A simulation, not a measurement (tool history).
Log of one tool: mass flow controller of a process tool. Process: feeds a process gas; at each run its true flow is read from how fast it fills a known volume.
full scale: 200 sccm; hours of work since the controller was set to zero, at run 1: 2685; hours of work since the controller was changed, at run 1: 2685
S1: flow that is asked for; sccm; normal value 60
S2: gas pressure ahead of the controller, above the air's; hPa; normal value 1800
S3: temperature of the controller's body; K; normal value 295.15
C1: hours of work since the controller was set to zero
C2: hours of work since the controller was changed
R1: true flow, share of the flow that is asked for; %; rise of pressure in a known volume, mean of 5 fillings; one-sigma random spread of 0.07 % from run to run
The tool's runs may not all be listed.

Run 1, hour 0: usual settings; C1 2685; C2 2685. Result: R1 96.96 %.
Run 2, hour 94.4: usual settings; C1 2740; C2 2740. Result: R1 96.82 %.
Run 3, hour 157.7: usual settings but S3 296.15 K; C1 2777; C2 2777. Result: R1 96.85 %.
Run 4, hour 251.8: usual settings but S3 296.15 K; C1 2831; C2 2831. Result: R1 96.78 %.
Run 5, hour 374.9: usual settings but S3 296.15 K; C1 2903; C2 2903. Result: R1 96.68 %.
Run 6, hour 473.3: usual settings but S2 1920 hPa; C1 2960; C2 2960. Result: R1 96.77 %.
Run 7, hour 529.5: usual settings but S2 1920 hPa; C1 2993; C2 2993. Result: R1 96.74 %.
Run 8, hour 637.4: usual settings but S2 1920 hPa; C1 3056; C2 3056. Result: R1 96.8 %.

Forecast run 9:
Run 9, hour 749.9: usual settings but S1 29 sccm, S2 1700 hPa, S3 309.15 K; C1 3122; C2 3122. Result: R1 ?.

R1: 93.8 %
Without the tool's hidden state the same run would have given R1 97.39 %.
